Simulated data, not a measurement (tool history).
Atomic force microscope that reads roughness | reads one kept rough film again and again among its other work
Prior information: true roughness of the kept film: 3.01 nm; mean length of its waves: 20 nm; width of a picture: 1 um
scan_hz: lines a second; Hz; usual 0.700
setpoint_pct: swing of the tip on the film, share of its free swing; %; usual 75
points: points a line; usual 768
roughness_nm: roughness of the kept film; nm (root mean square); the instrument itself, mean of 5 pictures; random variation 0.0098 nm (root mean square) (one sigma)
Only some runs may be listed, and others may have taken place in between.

| run | hour | scan_hz | setpoint_pct | points | roughness_nm |
|---|---|---|---|---|---|
| 1 | 0.0 | 0.700 | 75 | 768 | 1.854 |
| 2 | 10.7 | 0.700 | 75 | 768 | 1.836 |
| 3 | 24.2 | 0.700 | 75 | 768 | 1.795 |
| 4 | 37.2 | 0.700 | 87 | 768 | 1.711 |
| 5 | 50.3 | 1.255 | 87 | 768 | 1.615 |
| 6 | 58.0 | 1.598 | 75 | 768 | 1.652 |
| 7 | 72.3 | 1.598 | 75 | 768 | 1.616 |
| 8 | 81.7 | 0.700 | 63 | 768 | 1.692 |
|  | 97.0 | new tip fitted |
| 9 | 98.2 | 0.738 | 63 | 768 | 2.227 |
| 10 | 115.8 | 0.738 | 63 | 768 | 2.166 |
| 11 | 129.8 | 0.738 | 63 | 768 | 2.110 |
| 12 | 138.3 | 0.738 | 63 | 768 | 2.086 |
| 13 | 146.9 | 0.738 | 63 | 768 | 2.054 |
| 14 | 160.0 | 0.738 | 90 | 768 | 1.911 |
| 15 | 172.2 | 0.700 | 75 | 262 | 1.876 |
| 16 | 186.0 | 0.700 | 57 | 768 | 1.920 |
| 17 | 196.5 | 0.501 | 75 | 768 | 1.879 |
| 18 | 206.8 | 0.501 | 75 | 768 | 1.848 |
| 19 | 219.5 | 0.501 | 75 | 768 | 1.822 |
| 20 | 235.3 | 0.501 | 75 | 768 | 1.781 |
| 21 | 250.9 | 0.595 | 75 | 768 | 1.735 |
| 22 | 258.9 | 1.730 | 89 | 307 | 1.462 |
| 23 | 268.2 | 0.700 | 75 | 873 | 1.690 |
| 24 | 279.0 | 1.029 | 89 | 596 | 1.539 |
| 25 | 287.7 | 1.029 | 89 | 596 | 1.528 |
|  | 291.4 | new tip fitted |
| 26 | 300.5 | 1.029 | 71 | 596 | 2.171 |
| 27 | 310.5 | 0.700 | 75 | 285 | 2.067 |
| 28 | 326.2 | 0.939 | 58 | 285 | 2.065 |
| 29 | 339.0 | 0.700 | 66 | 374 | 2.044 |
| 30 | 350.8 | 0.560 | 66 | 518 | 2.020 |
| 31 | 361.0 | 0.700 | 75 | 784 | 1.969 |
| 32 | 371.3 | 1.998 | 78 | 477 | 1.790 |
| 33 | 385.7 | 0.700 | 59 | 297 | 1.894 |
| 34 | 399.3 | 1.098 | 77 | 499 | 1.808 |
| 35 | 412.7 | 1.098 | 77 | 499 | 1.762 |
| 36 | 423.9 | 0.700 | 69 | 703 | 1.794 |
| 37 | 441.6 | 0.700 | 69 | 703 | 1.768 |
| 38 | 457.8 | 0.520 | 57 | 377 | 1.715 |
| 39 | 467.0 | 0.520 | 73 | 270 | 1.646 |
| 40 | 479.8 | 0.700 | 57 | 768 | 1.684 |
|  | 486.7 | new tip fitted |
| 41 | 496.6 | 3.052 | 74 | 345 | 1.936 |
| 42 | 506.8 | 3.052 | 74 | 345 | 1.918 |

Each row is a separate what-if for the run after 42, all from the same tool condition, not one after another. Results?
| A | 522.5 | 3.406 | 75 | 768 | ? |
| B | 522.5 | 3.160 | 78 | 638 | ? |
| C | 522.5 | 3.292 | 68 | 768 | ? |

| run | roughness_nm |
|---|---|
| A | 1.845 |
| B | 1.826 |
| C | 1.938 |
Had the tool no hidden state, the same runs would have come out as:
| run | roughness_nm |
|---|---|
| A | 1.968 |
| B | 1.947 |
| C | 2.067 |
